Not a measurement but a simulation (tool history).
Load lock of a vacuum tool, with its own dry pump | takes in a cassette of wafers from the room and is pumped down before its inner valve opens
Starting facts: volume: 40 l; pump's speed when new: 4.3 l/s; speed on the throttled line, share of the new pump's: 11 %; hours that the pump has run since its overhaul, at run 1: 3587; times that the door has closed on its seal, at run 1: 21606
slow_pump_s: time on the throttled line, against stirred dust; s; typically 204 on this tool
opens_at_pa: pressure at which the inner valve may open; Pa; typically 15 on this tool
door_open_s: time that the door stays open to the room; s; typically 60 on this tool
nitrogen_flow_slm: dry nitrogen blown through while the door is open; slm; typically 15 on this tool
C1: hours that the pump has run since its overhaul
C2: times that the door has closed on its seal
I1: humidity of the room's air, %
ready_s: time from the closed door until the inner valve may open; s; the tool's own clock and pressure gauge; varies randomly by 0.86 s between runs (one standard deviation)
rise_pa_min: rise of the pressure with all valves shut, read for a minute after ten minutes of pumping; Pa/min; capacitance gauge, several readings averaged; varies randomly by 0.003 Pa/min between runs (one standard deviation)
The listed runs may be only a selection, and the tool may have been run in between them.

Run 1, hour 0.0: usual settings; C1 3587; C2 21606; I1 46.5. Result: ready_s 265.2 s, rise_pa_min 0.108 Pa/min.
Run 2, hour 64.4: usual settings; C1 3651; C2 21740; I1 48.2. Result: ready_s 265.1 s, rise_pa_min 0.107 Pa/min.
Run 3, hour 163.3: usual settings; C1 3750; C2 21947; I1 41.1. Result: ready_s 265.7 s, rise_pa_min 0.103 Pa/min.
Run 4, hour 213.0: usual settings; C1 3800; C2 22050; I1 48.0. Result: ready_s 265.1 s, rise_pa_min 0.108 Pa/min.
Run 5, hour 277.1: usual settings; C1 3864; C2 22184; I1 46.2. Result: ready_s 266.3 s, rise_pa_min 0.110 Pa/min.
Run 6, hour 325.0: usual settings; C1 3912; C2 22284; I1 48.4. Result: ready_s 265.4 s, rise_pa_min 0.106 Pa/min.
Run 7, hour 397.6: usual settings but slow_pump_s 182 s; C1 3984; C2 22435; I1 47.9. Result: ready_s 245.4 s, rise_pa_min 0.110 Pa/min.
Run 8, hour 492.6: usual settings but slow_pump_s 182 s; C1 4079; C2 22633; I1 40.8. Result: ready_s 247.1 s, rise_pa_min 0.107 Pa/min.
Run 9, hour 557.5: usual settings but slow_pump_s 182 s; C1 4144; C2 22768; I1 43.6. Result: ready_s 246.6 s, rise_pa_min 0.115 Pa/min.
Run 10, hour 607.0: usual settings but slow_pump_s 182 s, door_open_s 87 s; C1 4194; C2 22872; I1 46.3. Result: ready_s 245.8 s, rise_pa_min 0.116 Pa/min.
Run 11, hour 686.3: usual settings but slow_pump_s 182 s, door_open_s 87 s; C1 4273; C2 23037; I1 46.5. Result: ready_s 245.1 s, rise_pa_min 0.124 Pa/min.
Run 12, hour 768.1: usual settings but slow_pump_s 182 s, door_open_s 87 s; C1 4355; C2 23207; I1 44.4. Result: ready_s 247.2 s, rise_pa_min 0.127 Pa/min.
Run 13, hour 878.3: usual settings; C1 4465; C2 23437; I1 47.7. Result: ready_s 266.3 s, rise_pa_min 0.117 Pa/min.
Run 14, hour 928.7: usual settings; C1 4516; C2 23542; I1 42.4. Result: ready_s 267.2 s, rise_pa_min 0.108 Pa/min.
Run 15, hour 982.1: usual settings; C1 4569; C2 23654; I1 44.1. Result: ready_s 263.8 s, rise_pa_min 0.114 Pa/min.
Run 16, hour 1079.1: usual settings; C1 4666; C2 23856; I1 41.7. Result: ready_s 264.4 s, rise_pa_min 0.115 Pa/min.
Run 17, hour 1128.9: usual settings; C1 4716; C2 23960; I1 44.5. Result: ready_s 266.6 s, rise_pa_min 0.116 Pa/min.
Run 18, hour 1217.4: usual settings but slow_pump_s 117 s, opens_at_pa 14 Pa, door_open_s 102 s, nitrogen_flow_slm 9 slm; C1 4804; C2 24144; I1 46.9. Result: ready_s 189.2 s, rise_pa_min 0.150 Pa/min.
Run 19, hour 1307.7: usual settings but slow_pump_s 106 s, opens_at_pa 14 Pa, nitrogen_flow_slm 14 slm; C1 4895; C2 24333; I1 45.8. Result: ready_s 179.7 s, rise_pa_min 0.125 Pa/min.
Run 20, hour 1382.4: usual settings but slow_pump_s 335 s, opens_at_pa 14 Pa, nitrogen_flow_slm 5 slm; C1 4969; C2 24488; I1 44.1. Result: ready_s 382.8 s, rise_pa_min 0.132 Pa/min.
Run 21, hour 1458.9: usual settings but slow_pump_s 290 s, door_open_s 59 s, nitrogen_flow_slm 10 slm; C1 5046; C2 24648; I1 42.1. Result: ready_s 340.4 s, rise_pa_min 0.122 Pa/min.
Run 22, hour 1555.1: usual settings but slow_pump_s 171 s, opens_at_pa 12 Pa, door_open_s 187 s, nitrogen_flow_slm 8 slm; C1 5142; C2 24848; I1 46.9. Result: ready_s 239.1 s, rise_pa_min 0.203 Pa/min.
Run 23, hour 1662.9: usual settings but slow_pump_s 286 s, opens_at_pa 20 Pa, door_open_s 187 s, nitrogen_flow_slm 5 slm; C1 5250; C2 25073; I1 43.3. Result: ready_s 333.8 s, rise_pa_min 0.208 Pa/min.
Run 24, hour 1725.2: usual settings but slow_pump_s 286 s, opens_at_pa 20 Pa, door_open_s 187 s, nitrogen_flow_slm 5 slm; C1 5312; C2 25203; I1 42.0. Result: ready_s 336.0 s, rise_pa_min 0.203 Pa/min.
Run 25, hour 1792.1: usual settings but slow_pump_s 103 s, door_open_s 41 s; C1 5379; C2 25343; I1 42.9. Result: ready_s 175.6 s, rise_pa_min 0.117 Pa/min.
Run 26, hour 1878.6: usual settings but slow_pump_s 362 s, opens_at_pa 26 Pa; C1 5466; C2 25523; I1 41.6. Result: ready_s 400.8 s, rise_pa_min 0.120 Pa/min.
Run 27, hour 1987.1: usual settings but slow_pump_s 362 s, opens_at_pa 26 Pa; C1 5574; C2 25749; I1 44.6. Result: ready_s 401.0 s, rise_pa_min 0.127 Pa/min.
Run 28, hour 2063.6: usual settings but slow_pump_s 362 s, opens_at_pa 26 Pa; C1 5651; C2 25909; I1 42.5. Result: ready_s 402.9 s, rise_pa_min 0.125 Pa/min.
Run 29, hour 2129.5: usual settings but slow_pump_s 113 s, door_open_s 33 s, nitrogen_flow_slm 6 slm; C1 5716; C2 26046; I1 46.9. Result: ready_s 185.4 s, rise_pa_min 0.120 Pa/min.
Run 30, hour 2184.1: usual settings but slow_pump_s 113 s, door_open_s 33 s, nitrogen_flow_slm 6 slm; C1 5771; C2 26160; I1 44.1. Result: ready_s 185.5 s, rise_pa_min 0.121 Pa/min.

Alternative continuations, all from the tool just after run 30; predict every row:
Run A, hour 2286.4: usual settings but opens_at_pa 19 Pa, nitrogen_flow_slm 18 slm; C1 5873; C2 26373; I1 45.2. Result: ready_s ?, rise_pa_min ?.
Run B, hour 2286.4: usual settings but slow_pump_s 261 s, opens_at_pa 14 Pa, door_open_s 33 s, nitrogen_flow_slm 6 slm; C1 5873; C2 26373; I1 47.7. Result: ready_s ?, rise_pa_min ?.
Run C, hour 2286.4: usual settings but slow_pump_s 113 s, opens_at_pa 24 Pa, door_open_s 235 s, nitrogen_flow_slm 6 slm; C1 5873; C2 26373; I1 45.2. Result: ready_s ?, rise_pa_min ?.
Run D, hour 2286.4: usual settings but slow_pump_s 282 s; C1 5873; C2 26373; I1 45.7. Result: ready_s ?, rise_pa_min ?.
Run E, hour 2286.4: usual settings but slow_pump_s 120 s, opens_at_pa 26 Pa, door_open_s 33 s, nitrogen_flow_slm 23 slm; C1 5873; C2 26373; I1 43.8. Result: ready_s ?, rise_pa_min ?.

run  ready_s  rise_pa_min
  A    265.3        0.127
  B    318.0        0.126
  C    181.8        0.240
  D    335.5        0.130
  E    185.9        0.112
Without the tool's unlogged condition, the same runs would have read:
run  ready_s  rise_pa_min
  A    262.9        0.040
  B    315.7        0.039
  C    179.0        0.153
  D    333.4        0.041
  E    183.2        0.024

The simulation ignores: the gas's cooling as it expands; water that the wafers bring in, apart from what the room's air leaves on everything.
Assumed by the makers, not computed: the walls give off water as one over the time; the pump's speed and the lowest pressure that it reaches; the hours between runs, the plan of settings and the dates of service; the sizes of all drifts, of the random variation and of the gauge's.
